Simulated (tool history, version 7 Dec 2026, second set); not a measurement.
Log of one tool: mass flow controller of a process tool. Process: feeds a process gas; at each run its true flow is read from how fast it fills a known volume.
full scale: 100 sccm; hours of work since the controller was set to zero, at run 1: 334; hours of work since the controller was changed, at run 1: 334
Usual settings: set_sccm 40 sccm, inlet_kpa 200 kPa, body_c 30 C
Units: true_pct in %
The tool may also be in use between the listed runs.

run	hour	set_sccm	inlet_kpa	body_c	hours of work since the controller was set to zero	hours of work since the controller was changed	true_pct
1	0	40	200	30	334	334	98.95
2	73	40	200	30	385	385	98.98
3	126.8	40	200	30	423	423	99.06
4	180.8	65	200	30	461	461	99.33
5	220.1	65	200	30	488	488	99.19
6	295.7	65	200	30	541	541	99.16
7	335.5	65	200	30	569	569	99.17
8	390.7	65	200	30	607	607	99.18
9	456.2	65	200	30	653	653	99.19
10	534.3	21	200	30	708	708	98.86
11	614	40	148	30	764	764	98.78
12	665	40	279	30	799	799	99.3
13	746.3	40	200	30	856	856	98.91
14	829.6	38	200	30	914	914	99.11
15	894.6	18	200	30	960	960	98.84
16	947.7	24	200	30	997	997	98.75
17	989.1	24	200	30	1026	1026	98.72
18	1074.2	24	200	30	1086	1086	98.79
19	1109.6	24	200	30	1110	1110	98.85
20	1161.7	24	200	30	1147	1147	98.85
21	1214.7	24	200	30	1184	1184	98.79
22	1267	19	245	34	1220	1220	98.67
23	1335.1	19	245	34	1268	1268	98.45

The next listed run, before its measurement:
24	1377.4	13	242	39	1298	1298	?

Run 24 gave true_pct 97.99 %.
Without the tool's hidden state the same run would have given true_pct 97.99 %.
